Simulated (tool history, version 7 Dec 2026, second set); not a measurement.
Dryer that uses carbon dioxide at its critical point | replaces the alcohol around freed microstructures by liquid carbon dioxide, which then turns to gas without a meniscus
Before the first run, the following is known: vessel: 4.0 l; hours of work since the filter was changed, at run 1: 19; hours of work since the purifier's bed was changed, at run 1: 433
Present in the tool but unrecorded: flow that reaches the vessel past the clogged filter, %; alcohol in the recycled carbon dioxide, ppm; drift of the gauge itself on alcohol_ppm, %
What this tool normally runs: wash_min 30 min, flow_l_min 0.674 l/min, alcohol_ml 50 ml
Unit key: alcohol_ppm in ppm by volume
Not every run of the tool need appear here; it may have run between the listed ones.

run	hour	wash_min	flow_l_min	alcohol_ml	hours of work since the filter was changed	hours of work since the purifier's bed was changed	alcohol_ppm
1	0	30	0.674	50	19	433	356
2	42.3	30	0.674	50	48	462	366
3	98.2	30	0.674	50	87	500	397
4	157.9	30	0.674	50	128	541	443
5	188	30	0.674	45	148	562	436
6	226.8	30	0.674	45	175	589	457
7	267.7	30	0.674	45	203	617	487
8	321.9	30	0.674	45	240	654	502
9	364.9	30	0.674	50	270	683	559
10	404.8	30	0.674	50	297	711	594
11	459.2	30	0.674	50	335	748	626
# hour 464.5: inlet filter changed
12	492.9	30	0.674	50	20	771	473
13	535.2	30	0.674	50	49	800	484
14	581.9	42	0.674	50	81	832	323
# hour 636.7: purifier's bed changed
15	641.7	42	0.674	50	120	3	61
16	681.1	20	0.674	50	147	30	992
17	718	30	0.674	93	172	56	552
18	744	19	0.674	50	190	74	1174
19	804.3	19	0.674	50	231	115	1234
20	850.8	19	0.674	50	263	147	1321
21	905.8	19	0.674	50	301	185	1412
22	953.5	19	0.674	50	334	217	1472
# hour 959.7: inlet filter changed
23	994.4	19	0.549	50	24	245	1670
24	1022	30	0.674	50	43	264	314
25	1048.4	30	1.139	31	61	282	100
26	1106.8	30	0.559	61	101	322	714
27	1132.4	26	0.583	28	119	340	501
28	1162.7	26	0.583	28	139	360	516
29	1218.9	26	0.583	28	178	399	563
30	1246.2	30	0.573	50	197	418	662
31	1289.1	30	0.573	50	226	447	719
32	1328	42	0.916	104	253	474	182
33	1386.8	30	0.824	50	293	514	321
34	1435.5	25	0.404	108	327	548	5254
# hour 1452.2: inlet filter changed
35	1476.4	48	0.512	66	17	575	316
36	1522.4	30	0.429	57	48	607	1342
37	1547.1	28	0.466	119	65	624	2644
38	1608.1	28	0.466	119	107	665	2680
39	1650.2	28	0.719	119	136	694	844
40	1692.6	25	0.674	22	165	723	479
41	1746.6	25	0.674	22	202	761	493
42	1792.9	25	0.438	76	234	792	3005
43	1833.9	48	0.969	77	262	820	271
44	1885.3	32	0.906	97	297	856	417
# hour 1905.6: purifier's bed changed
45	1932.7	32	0.906	97	328	19	166
# hour 1948.6: inlet filter changed
46	1978.8	32	0.661	40	21	50	160
47	2010.6	40	0.454	39	43	71	335

For some of the steps in alcohol_ppm from one run to the next: how much would appear even if the tool had no hidden state, given the settings, what came in and random variation, and how much remains for the hidden state plus any gauge scatter that the measured result and the result without hidden state don't share?
Run 33 -> 34: wash_min 30 -> 25, flow_l_min 0.824 -> 0.404, alcohol_ml 50 -> 108. alcohol_ppm +4933 ppm by volume: hidden state +1337, all else +3596.
Run 34 -> 35: wash_min 25 -> 48, flow_l_min 0.404 -> 0.512, alcohol_ml 108 -> 66, inlet filter changed. alcohol_ppm -4938 ppm by volume: hidden state -1395, all else -3543.
Run 42 -> 43: wash_min 25 -> 48, flow_l_min 0.438 -> 0.969, alcohol_ml 76 -> 77. alcohol_ppm -2734 ppm by volume: hidden state -602, all else -2132.
